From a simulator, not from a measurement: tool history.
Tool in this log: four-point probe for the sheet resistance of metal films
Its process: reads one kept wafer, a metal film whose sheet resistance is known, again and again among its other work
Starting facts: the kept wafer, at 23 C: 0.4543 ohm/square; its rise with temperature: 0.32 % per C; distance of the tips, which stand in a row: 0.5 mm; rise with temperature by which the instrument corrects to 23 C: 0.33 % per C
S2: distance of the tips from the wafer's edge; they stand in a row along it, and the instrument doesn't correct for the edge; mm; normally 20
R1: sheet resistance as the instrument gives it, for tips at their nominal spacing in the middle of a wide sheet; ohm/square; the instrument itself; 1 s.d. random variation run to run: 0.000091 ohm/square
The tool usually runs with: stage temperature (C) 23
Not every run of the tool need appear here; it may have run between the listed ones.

Run 1, hour 0.0: usual settings. Result: R1 0.454650 ohm/square.
Run 2, hour 23.0: usual settings. Result: R1 0.454930 ohm/square.
Run 3, hour 46.0: usual settings. Result: R1 0.454733 ohm/square.
Run 4, hour 79.7: usual settings. Result: R1 0.454596 ohm/square.
Run 5, hour 99.5: usual settings. Result: R1 0.454554 ohm/square.
Run 6, hour 123.7: usual settings. Result: R1 0.454704 ohm/square.
Run 7, hour 140.8: usual settings. Result: R1 0.454616 ohm/square.
Run 8, hour 167.5: usual settings. Result: R1 0.454607 ohm/square.
Run 9, hour 194.9: usual settings but S2 6 mm. Result: R1 0.456194 ohm/square.
Run 10, hour 210.5: usual settings but S2 6 mm. Result: R1 0.456181 ohm/square.
Run 11, hour 247.8: usual settings but S2 6 mm. Result: R1 0.456236 ohm/square.
Run 12, hour 283.5: usual settings but S2 6 mm. Result: R1 0.456157 ohm/square.
Run 13, hour 308.1: usual settings but stage temperature (C) 26. Result: R1 0.454396 ohm/square.
Run 14, hour 329.5: usual settings but stage temperature (C) 26. Result: R1 0.454561 ohm/square.
Run 15, hour 366.3: usual settings but stage temperature (C) 26. Result: R1 0.454604 ohm/square.
Run 16, hour 382.7: usual settings but stage temperature (C) 18, S2 9 mm. Result: R1 0.455388 ohm/square.
At hour 384.9: stage's thermometer calibrated.
Run 17, hour 410.8: usual settings but S2 29 mm. Result: R1 0.454592 ohm/square.
Run 18, hour 426.6: usual settings but S2 29 mm. Result: R1 0.454507 ohm/square.
Run 19, hour 456.2: usual settings but S2 28 mm. Result: R1 0.454568 ohm/square.
Run 20, hour 480.6: usual settings but S2 12 mm. Result: R1 0.454750 ohm/square.
At hour 485.9: stage's thermometer calibrated, once more.
Run 21, hour 507.3: usual settings but stage temperature (C) 20, S2 6 mm. Result: R1 0.455773 ohm/square.
Run 22, hour 541.6: usual settings but stage temperature (C) 20, S2 6 mm. Result: R1 0.455746 ohm/square.
Run 23, hour 569.8: usual settings but stage temperature (C) 20, S2 6 mm. Result: R1 0.455668 ohm/square.
Run 24, hour 601.6: usual settings but stage temperature (C) 27, S2 12 mm. Result: R1 0.454051 ohm/square.
Run 25, hour 633.8: usual settings but stage temperature (C) 27, S2 12 mm. Result: R1 0.454156 ohm/square.

Consider 5 possible next runs. They are alternatives, not a sequence: every one starts from the tool as it was left by run 25. What does each give?
Run A, hour 658.5: usual settings but stage temperature (C) 24, S2 57 mm. Result: R1 ?.
Run B, hour 658.5: usual settings but stage temperature (C) 19, S2 17 mm. Result: R1 ?.
Run C, hour 658.5: usual settings but S2 12 mm. Result: R1 ?.
Run D, hour 658.5: usual settings but stage temperature (C) 29, S2 6 mm. Result: R1 ?.
Run E, hour 658.5: usual settings but stage temperature (C) 22. Result: R1 ?.

run        R1
  A  0.453674
  B  0.453972
  C  0.454083
  D  0.455102
  E  0.453996
What these runs would have given with no unlogged condition in the tool:
run        R1
  A  0.454204
  B  0.454501
  C  0.454613
  D  0.455635
  E  0.454525
